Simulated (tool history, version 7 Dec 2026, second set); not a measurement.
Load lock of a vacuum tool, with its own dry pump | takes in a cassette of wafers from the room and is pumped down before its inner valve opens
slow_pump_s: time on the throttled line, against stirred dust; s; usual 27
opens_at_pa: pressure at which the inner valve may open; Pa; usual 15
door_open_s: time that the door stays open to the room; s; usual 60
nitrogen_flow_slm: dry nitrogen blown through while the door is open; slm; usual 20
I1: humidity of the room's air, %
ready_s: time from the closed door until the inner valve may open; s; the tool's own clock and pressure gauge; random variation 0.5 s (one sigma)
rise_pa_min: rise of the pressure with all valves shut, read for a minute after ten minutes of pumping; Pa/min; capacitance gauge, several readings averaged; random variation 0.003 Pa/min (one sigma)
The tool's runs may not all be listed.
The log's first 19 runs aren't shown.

{"run": 20, "hour": 6147.1, "slow_pump_s": 27, "opens_at_pa": 18, "door_open_s": 60, "nitrogen_flow_slm": 20, "I1": 45.5, "ready_s": 67.2, "rise_pa_min": 0.156}
{"run": 21, "hour": 6525.9, "slow_pump_s": 27, "opens_at_pa": 12, "door_open_s": 60, "nitrogen_flow_slm": 9, "I1": 43.7, "ready_s": 70.4, "rise_pa_min": 0.17}
{"run": 22, "hour": 6794.5, "slow_pump_s": 27, "opens_at_pa": 12, "door_open_s": 60, "nitrogen_flow_slm": 9, "I1": 44.7, "ready_s": 70.4, "rise_pa_min": 0.171}
{"run": 23, "hour": 7068.3, "slow_pump_s": 27, "opens_at_pa": 15, "door_open_s": 60, "nitrogen_flow_slm": 8, "I1": 44.1, "ready_s": 69, "rise_pa_min": 0.177}
{"run": 24, "hour": 7379.7, "slow_pump_s": 27, "opens_at_pa": 15, "door_open_s": 40, "nitrogen_flow_slm": 8, "I1": 44.1, "ready_s": 69, "rise_pa_min": 0.172}
{"run": 25, "hour": 7807.9, "slow_pump_s": 36, "opens_at_pa": 15, "door_open_s": 60, "nitrogen_flow_slm": 20, "I1": 45.2, "ready_s": 76.7, "rise_pa_min": 0.183}
{"run": 26, "hour": 8050.4, "slow_pump_s": 36, "opens_at_pa": 15, "door_open_s": 60, "nitrogen_flow_slm": 20, "I1": 44, "ready_s": 77.7, "rise_pa_min": 0.179}
{"run": 27, "hour": 8529.7, "slow_pump_s": 36, "opens_at_pa": 15, "door_open_s": 202, "nitrogen_flow_slm": 20, "I1": 44.4, "ready_s": 76.8, "rise_pa_min": 0.21}
{"run": 28, "hour": 8907.9, "slow_pump_s": 36, "opens_at_pa": 15, "door_open_s": 202, "nitrogen_flow_slm": 20, "I1": 47.1, "ready_s": 76.9, "rise_pa_min": 0.225}
{"run": 29, "hour": 9314.2, "slow_pump_s": 30, "opens_at_pa": 11, "door_open_s": 36, "nitrogen_flow_slm": 6, "I1": 43, "ready_s": 73.7, "rise_pa_min": 0.211}
{"run": 30, "hour": 9746.4, "slow_pump_s": 30, "opens_at_pa": 11, "door_open_s": 36, "nitrogen_flow_slm": 6, "I1": 45.2, "ready_s": 74.8, "rise_pa_min": 0.23}
{"run": 31, "hour": 10139.6, "slow_pump_s": 33, "opens_at_pa": 22, "door_open_s": 31, "nitrogen_flow_slm": 9, "I1": 49.6, "ready_s": 72.9, "rise_pa_min": 0.226}
{"run": 32, "hour": 10622.8, "slow_pump_s": 33, "opens_at_pa": 22, "door_open_s": 31, "nitrogen_flow_slm": 9, "I1": 47.9, "ready_s": 72.5, "rise_pa_min": 0.233}

5 ways to go on from here, each from the tool as it stands after run 32. What would each give?
{"run": "A", "hour": 10825.9, "slow_pump_s": 33, "opens_at_pa": 23, "door_open_s": 138, "nitrogen_flow_slm": 29, "I1": 41.8, "ready_s": "?", "rise_pa_min": "?"}
{"run": "B", "hour": 10825.9, "slow_pump_s": 33, "opens_at_pa": 22, "door_open_s": 28, "nitrogen_flow_slm": 7, "I1": 46.8, "ready_s": "?", "rise_pa_min": "?"}
{"run": "C", "hour": 10825.9, "slow_pump_s": 17, "opens_at_pa": 15, "door_open_s": 60, "nitrogen_flow_slm": 20, "I1": 46.2, "ready_s": "?", "rise_pa_min": "?"}
{"run": "D", "hour": 10825.9, "slow_pump_s": 27, "opens_at_pa": 15, "door_open_s": 60, "nitrogen_flow_slm": 4, "I1": 46.7, "ready_s": "?", "rise_pa_min": "?"}
{"run": "E", "hour": 10825.9, "slow_pump_s": 33, "opens_at_pa": 15, "door_open_s": 31, "nitrogen_flow_slm": 9, "I1": 44.5, "ready_s": "?", "rise_pa_min": "?"}

run=A ready_s=73.2 rise_pa_min=0.235
run=B ready_s=72.1 rise_pa_min=0.237
run=C ready_s=64.3 rise_pa_min=0.243
run=D ready_s=70.3 rise_pa_min=0.257
run=E ready_s=75.1 rise_pa_min=0.238
Without the tool's hidden state the same runs would have given:
run=A ready_s=68.5 rise_pa_min=0.037
run=B ready_s=67.4 rise_pa_min=0.041
run=C ready_s=58.7 rise_pa_min=0.048
run=D ready_s=65.1 rise_pa_min=0.062
run=E ready_s=70.1 rise_pa_min=0.041
